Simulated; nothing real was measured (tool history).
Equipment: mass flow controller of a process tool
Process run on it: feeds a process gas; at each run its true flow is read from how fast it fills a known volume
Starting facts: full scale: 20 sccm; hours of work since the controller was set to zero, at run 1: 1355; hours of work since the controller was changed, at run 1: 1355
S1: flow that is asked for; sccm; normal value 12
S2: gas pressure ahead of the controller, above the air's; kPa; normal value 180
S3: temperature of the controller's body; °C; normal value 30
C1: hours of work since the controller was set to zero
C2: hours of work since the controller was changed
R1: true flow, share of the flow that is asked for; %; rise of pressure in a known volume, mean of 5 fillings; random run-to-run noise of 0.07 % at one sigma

| run | day | S1 | S2 | S3 | C1 | C2 | R1 |
|---|---|---|---|---|---|---|---|
| 1 | 0 | 12 | 180 | 30 | 1355 | 1355 | 98.77 |
| 2 | 5.458 | 12 | 180 | 30 | 1443 | 1443 | 98.86 |
| 3 | 8.008 | 12 | 180 | 30 | 1484 | 1484 | 98.79 |
| 4 | 12.008 | 12 | 180 | 30 | 1549 | 1549 | 98.67 |
| 5 | 15.512 | 12 | 180 | 30 | 1606 | 1606 | 98.66 |
| 6 | 20.617 | 12 | 180 | 30 | 1688 | 1688 | 98.78 |
| 7 | 25.683 | 12 | 180 | 30 | 1770 | 1770 | 98.58 |
| 8 | 30.208 | 12 | 180 | 30 | 1843 | 1843 | 98.63 |
| 9 | 35.083 | 12 | 180 | 30 | 1922 | 1922 | 98.62 |
| 10 | 38.517 | 12 | 180 | 30 | 1978 | 1978 | 98.6 |
| 11 | 43.888 | 12 | 180 | 30 | 2064 | 2064 | 98.48 |
| 12 | 49.288 | 3 | 180 | 30 | 2152 | 2152 | 96.71 |
|  | 49.808 | controller's zero set anew |
| 13 | 53.746 | 3 | 180 | 30 | 64 | 2224 | 96.36 |
| 14 | 57.875 | 2 | 180 | 30 | 130 | 2290 | 95.59 |
| 15 | 61.7 | 2 | 180 | 30 | 192 | 2352 | 95.43 |
| 16 | 65.671 | 6 | 180 | 20 | 257 | 2416 | 97.6 |
| 17 | 69.196 | 6 | 180 | 20 | 314 | 2473 | 97.59 |
| 18 | 72.454 | 12 | 234 | 33 | 366 | 2526 | 97.94 |
| 19 | 77.771 | 2 | 234 | 21 | 452 | 2612 | 95.14 |
| 20 | 81.654 | 3 | 211 | 35 | 515 | 2675 | 95.79 |
|  | 84.329 | controller's zero set anew, once more |
| 21 | 84.354 | 5 | 255 | 31 | 0 | 2718 | 97.46 |

The next listed run, before its measurement:
| 22 | 86.812 | 7 | 261 | 38 | 40 | 2758 | ? |

R1: 97.37 %
With no hidden state in the tool, this same run would have given R1 97.94 %.
